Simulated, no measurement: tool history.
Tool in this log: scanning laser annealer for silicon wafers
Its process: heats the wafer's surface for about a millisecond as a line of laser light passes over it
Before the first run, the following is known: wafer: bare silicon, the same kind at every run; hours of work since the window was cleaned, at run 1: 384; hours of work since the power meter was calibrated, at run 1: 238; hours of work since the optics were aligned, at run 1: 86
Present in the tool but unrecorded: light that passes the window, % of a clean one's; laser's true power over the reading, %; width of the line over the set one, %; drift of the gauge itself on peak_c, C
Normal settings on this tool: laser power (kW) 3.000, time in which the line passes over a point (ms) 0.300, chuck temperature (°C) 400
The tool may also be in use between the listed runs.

| run | hour | laser power (kW) | time in which the line passes over a point (ms) | chuck temperature (°C) | hours of work since the window was cleaned | hours of work since the power meter was calibrated | hours of work since the optics were aligned | highest temperature of the surface (°C) |
|---|---|---|---|---|---|---|---|---|
| 1 | 0.0 | 3.000 | 0.300 | 400 | 384 | 238 | 86 | 1190 |
| 2 | 50.8 | 3.000 | 0.300 | 400 | 408 | 262 | 109 | 1191 |
| 3 | 99.7 | 2.672 | 0.300 | 400 | 430 | 285 | 132 | 1105 |
| 4 | 127.6 | 2.672 | 0.300 | 400 | 443 | 298 | 145 | 1101 |
| 5 | 174.1 | 3.000 | 0.351 | 400 | 465 | 319 | 167 | 1264 |
|  | 191.0 | window over the wafer cleaned |
| 6 | 212.0 | 3.000 | 0.351 | 416 | 10 | 336 | 184 | 1278 |
| 7 | 263.9 | 3.000 | 0.351 | 416 | 34 | 360 | 208 | 1278 |
| 8 | 316.5 | 3.000 | 0.351 | 416 | 59 | 385 | 232 | 1279 |
| 9 | 366.6 | 3.000 | 0.351 | 416 | 82 | 408 | 256 | 1279 |
| 10 | 399.7 | 3.000 | 0.351 | 416 | 97 | 424 | 271 | 1279 |
| 11 | 449.3 | 3.219 | 0.351 | 416 | 120 | 447 | 294 | 1346 |
| 12 | 477.9 | 3.219 | 0.351 | 416 | 134 | 460 | 308 | 1349 |
| 13 | 526.2 | 3.219 | 0.351 | 416 | 156 | 483 | 330 | 1345 |
| 14 | 580.1 | 3.219 | 0.351 | 416 | 181 | 508 | 355 | 1344 |
| 15 | 621.7 | 3.149 | 0.300 | 400 | 201 | 527 | 375 | 1236 |
| 16 | 667.6 | 3.149 | 0.300 | 400 | 222 | 549 | 396 | 1233 |
| 17 | 723.6 | 3.000 | 0.300 | 400 | 248 | 575 | 422 | 1192 |
| 18 | 778.7 | 3.000 | 0.300 | 400 | 274 | 600 | 448 | 1190 |
| 19 | 835.3 | 3.000 | 0.300 | 400 | 300 | 627 | 474 | 1194 |
| 20 | 889.1 | 3.000 | 0.300 | 400 | 325 | 652 | 499 | 1193 |
| 21 | 938.4 | 3.000 | 0.300 | 400 | 348 | 675 | 522 | 1192 |
| 22 | 994.5 | 3.268 | 0.339 | 400 | 375 | 701 | 548 | 1324 |
| 23 | 1031.1 | 3.268 | 0.339 | 419 | 392 | 718 | 565 | 1342 |
| 24 | 1071.3 | 2.552 | 0.256 | 400 | 410 | 737 | 584 | 1015 |
| 25 | 1101.0 | 2.751 | 0.300 | 408 | 424 | 751 | 598 | 1135 |
| 26 | 1126.3 | 2.751 | 0.259 | 383 | 436 | 762 | 610 | 1052 |
| 27 | 1157.3 | 3.161 | 0.245 | 382 | 450 | 777 | 624 | 1134 |
|  | 1204.6 | window over the wafer cleaned |
| 28 | 1213.1 | 2.922 | 0.319 | 413 | 4 | 802 | 649 | 1211 |
| 29 | 1247.7 | 3.108 | 0.309 | 386 | 20 | 818 | 665 | 1224 |
| 30 | 1300.7 | 3.072 | 0.234 | 379 | 45 | 843 | 690 | 1090 |
| 31 | 1337.5 | 3.072 | 0.234 | 379 | 62 | 860 | 707 | 1095 |
| 32 | 1372.5 | 3.000 | 0.304 | 428 | 78 | 876 | 724 | 1231 |
| 33 | 1407.2 | 3.000 | 0.273 | 439 | 94 | 892 | 740 | 1191 |
| 34 | 1457.1 | 3.000 | 0.273 | 439 | 118 | 916 | 763 | 1191 |
| 35 | 1507.9 | 3.019 | 0.338 | 400 | 141 | 939 | 787 | 1251 |
| 36 | 1548.9 | 3.019 | 0.338 | 400 | 160 | 958 | 806 | 1253 |
| 37 | 1605.0 | 3.019 | 0.338 | 422 | 187 | 985 | 832 | 1274 |
| 38 | 1660.5 | 3.090 | 0.300 | 400 | 213 | 1010 | 858 | 1215 |
| 39 | 1712.3 | 3.000 | 0.362 | 400 | 237 | 1035 | 882 | 1277 |

Forecast run 40:
| 40 | 1739.2 | 2.756 | 0.300 | 400 | 249 | 1047 | 895 | ? |

highest temperature of the surface (°C): 1128
Without the tool's hidden state the same run would have given highest temperature of the surface (°C) 1128.
